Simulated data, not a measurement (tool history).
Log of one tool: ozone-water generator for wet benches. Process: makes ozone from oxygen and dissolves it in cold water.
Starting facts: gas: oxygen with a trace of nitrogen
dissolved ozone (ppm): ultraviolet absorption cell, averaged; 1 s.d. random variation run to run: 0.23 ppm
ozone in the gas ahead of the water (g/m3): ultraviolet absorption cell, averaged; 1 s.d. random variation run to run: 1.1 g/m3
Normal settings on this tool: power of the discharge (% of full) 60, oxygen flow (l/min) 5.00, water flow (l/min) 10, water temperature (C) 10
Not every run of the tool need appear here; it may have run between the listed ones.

run    hour  power of the discharge (% of full)  oxygen flow (l/min)  water flow (l/min)  water temperature (C)  dissolved ozone (ppm)  ozone in the gas ahead of the water (g/m3)
  1     0.0                                  60                 5.00                  10                     10                   34.1                                       196.8
  2   135.4                                  60                 5.00                  10                     10                   33.9                                       197.7
  3   253.6                                  60                 5.00                  10                     10                   33.5                                       195.7
  4   400.3                                  60                 5.00                   7                     10                   43.1                                       196.5
  5   550.9                                  60                 5.00                  15                     10                   24.3                                       194.9
  6   694.0                                  60                 5.00                  10                     10                   34.2                                       197.0
  7   818.3                                  60                 5.00                  10                     10                   33.6                                       197.1
      969.6  -- electrodes of the discharge changed
  8   978.6                                  60                 5.00                  10                     10                   33.9                                       196.4
  9  1082.7                                  60                 5.00                  10                     10                   33.9                                       194.0
 10  1200.4                                  60                 5.00                  10                     10                   34.1                                       194.5
 11  1311.4                                  60                 5.00                  10                     10                   34.2                                       195.2
 12  1456.5                                  60                 5.00                  10                     10                   34.1                                       194.6
 13  1596.5                                  60                 5.00                  10                     10                   33.9                                       193.8
 14  1759.5                                  60                 5.00                  10                     10                   33.4                                       194.1
 15  1911.3                                  60                 5.00                  10                     10                   33.7                                       193.9
 16  2036.1                                  74                 5.00                   8                      5                   50.6                                       226.5
 17  2181.6                                  60                 5.00                  12                     10                   29.2                                       194.4
 18  2338.0                                  88                 5.00                  10                      5                   48.7                                       256.6
 19  2470.9                                  92                 4.99                  13                      7                   39.5                                       266.1
 20  2570.3                                  56                 3.39                  10                     10                   32.7                                       228.9
     2733.9  -- contactor cleaned
 21  2734.8                                  60                 5.00                  10                      8                   34.6                                       190.1
 22  2831.5                                  60                 5.00                  10                      8                   35.0                                       191.0
 23  2990.7                                  60                 5.00                  10                      8                   35.0                                       191.7
 24  3152.7                                  60                 5.00                  10                      8                   35.5                                       191.7
 25  3247.0                                  50                 5.13                  12                     12                   24.6                                       163.6

Here are 4 independent what-if runs from the current tool condition. What would each one return?
  A  3318.0                                  50                 7.88                  11                     12                      ?                                           ?
  B  3318.0                                  50                 5.13                   6                     17                      ?                                           ?
  C  3318.0                                  60                 5.00                  10                     15                      ?                                           ?
  D  3318.0                                  84                 8.74                  12                      6                      ?                                           ?

run  dissolved ozone (ppm)  ozone in the gas ahead of the water (g/m3)
  A                   24.7                                       129.3
  B                   35.0                                       163.7
  C                   31.1                                       189.6
  D                   37.5                                       179.2
What these runs would have given with no unlogged condition in the tool:
run  dissolved ozone (ppm)  ozone in the gas ahead of the water (g/m3)
  A                   24.8                                       133.0
  B                   35.0                                       168.4
  C                   31.1                                       195.0
  D                   37.5                                       184.3
